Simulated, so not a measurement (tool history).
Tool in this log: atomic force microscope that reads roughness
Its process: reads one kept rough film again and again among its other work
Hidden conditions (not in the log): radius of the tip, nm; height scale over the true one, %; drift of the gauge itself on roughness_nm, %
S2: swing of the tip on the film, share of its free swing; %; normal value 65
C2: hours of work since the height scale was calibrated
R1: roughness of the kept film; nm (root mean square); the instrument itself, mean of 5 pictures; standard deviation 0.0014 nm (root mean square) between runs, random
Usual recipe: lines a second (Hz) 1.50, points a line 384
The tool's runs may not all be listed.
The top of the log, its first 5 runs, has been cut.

Run 6, hour 51.9: usual settings but lines a second (Hz) 0.97; pictures with this tip 25; C2 252. Result: R1 0.781 nm (root mean square).
Run 7, hour 59.0: usual settings but S2 71 %; pictures with this tip 33; C2 255. Result: R1 0.744 nm (root mean square).
Run 8, hour 67.2: usual settings but S2 71 %; pictures with this tip 42; C2 258. Result: R1 0.745 nm (root mean square).
Run 9, hour 80.7: usual settings but S2 71 %; pictures with this tip 58; C2 264. Result: R1 0.744 nm (root mean square).
At hour 87.4: new tip fitted.
Run 10, hour 91.2: usual settings but S2 71 %; pictures with this tip 4; C2 269. Result: R1 0.743 nm (root mean square).
Run 11, hour 98.2: usual settings but S2 71 %; pictures with this tip 12; C2 272. Result: R1 0.745 nm (root mean square).
Run 12, hour 110.1: usual settings; pictures with this tip 25; C2 277. Result: R1 0.766 nm (root mean square).
Run 13, hour 120.0: usual settings; pictures with this tip 37; C2 281. Result: R1 0.763 nm (root mean square).
Run 14, hour 128.2: usual settings but points a line 404; pictures with this tip 46; C2 285. Result: R1 0.763 nm (root mean square).
Run 15, hour 135.0: usual settings but points a line 404; pictures with this tip 53; C2 288. Result: R1 0.762 nm (root mean square).
At hour 145.3: new tip fitted.
Run 16, hour 149.1: usual settings but lines a second (Hz) 0.93, S2 85 %, points a line 265; pictures with this tip 4; C2 294. Result: R1 0.729 nm (root mean square).
Run 17, hour 154.7: usual settings but lines a second (Hz) 1.69, S2 85 %, points a line 958; pictures with this tip 10; C2 296. Result: R1 0.672 nm (root mean square).
Run 18, hour 167.3: usual settings but lines a second (Hz) 1.67, S2 85 %, points a line 813; pictures with this tip 24; C2 302. Result: R1 0.670 nm (root mean square).
Run 19, hour 177.7: usual settings but lines a second (Hz) 1.67, S2 85 %, points a line 813; pictures with this tip 36; C2 306. Result: R1 0.674 nm (root mean square).
Run 20, hour 186.6: usual settings but lines a second (Hz) 1.67, S2 85 %, points a line 813; pictures with this tip 46; C2 310. Result: R1 0.672 nm (root mean square).
Run 21, hour 196.9: usual settings but S2 76 %, points a line 601; pictures with this tip 58; C2 315. Result: R1 0.726 nm (root mean square).
At hour 203.8: new tip fitted.
Run 22, hour 210.8: usual settings but lines a second (Hz) 3.25, S2 70 %, points a line 601; pictures with this tip 8; C2 320. Result: R1 0.685 nm (root mean square).
Run 23, hour 217.6: usual settings but lines a second (Hz) 3.25, S2 70 %, points a line 601; pictures with this tip 16; C2 323. Result: R1 0.684 nm (root mean square).
Run 24, hour 225.8: usual settings but lines a second (Hz) 1.74, S2 61 %, points a line 789; pictures with this tip 25; C2 327. Result: R1 0.769 nm (root mean square).
Run 25, hour 231.8: usual settings but lines a second (Hz) 1.74, S2 85 %, points a line 930; pictures with this tip 32; C2 330. Result: R1 0.670 nm (root mean square).
Run 26, hour 243.1: usual settings but lines a second (Hz) 1.74, S2 85 %, points a line 930; pictures with this tip 45; C2 335. Result: R1 0.668 nm (root mean square).
Run 27, hour 255.9: usual settings but lines a second (Hz) 1.74, S2 85 %, points a line 930; pictures with this tip 59; C2 340. Result: R1 0.666 nm (root mean square).
At hour 261.5: new tip fitted.
Run 28, hour 265.8: usual settings but lines a second (Hz) 1.74, S2 85 %, points a line 930; pictures with this tip 5; C2 344. Result: R1 0.669 nm (root mean square).
Run 29, hour 272.0: usual settings but lines a second (Hz) 1.63, S2 85 %, points a line 450; pictures with this tip 12; C2 347. Result: R1 0.675 nm (root mean square).
Run 30, hour 280.4: usual settings but lines a second (Hz) 1.63, S2 85 %, points a line 450; pictures with this tip 22; C2 351. Result: R1 0.674 nm (root mean square).

Alternative continuations, all from the tool just after run 30; predict every row:
Run A, hour 293.5: usual settings but S2 83 %; pictures with this tip 36; C2 356. Result: R1 ?.
Run B, hour 293.5: usual settings but lines a second (Hz) 1.51, S2 74 %, points a line 450; pictures with this tip 36; C2 356. Result: R1 ?.
Run C, hour 293.5: usual settings but lines a second (Hz) 2.43, S2 72 %, points a line 988; pictures with this tip 36; C2 356. Result: R1 ?.
Run D, hour 293.5: usual settings but points a line 630; pictures with this tip 36; C2 356. Result: R1 ?.
Run E, hour 293.5: usual settings but S2 64 %, points a line 552; pictures with this tip 36; C2 356. Result: R1 ?.

run     R1
  A  0.690
  B  0.733
  C  0.705
  D  0.767
  E  0.767
Stripped of hidden state, with their random variation kept, the same runs would have yielded:
run     R1
  A  0.690
  B  0.733
  C  0.705
  D  0.767
  E  0.767
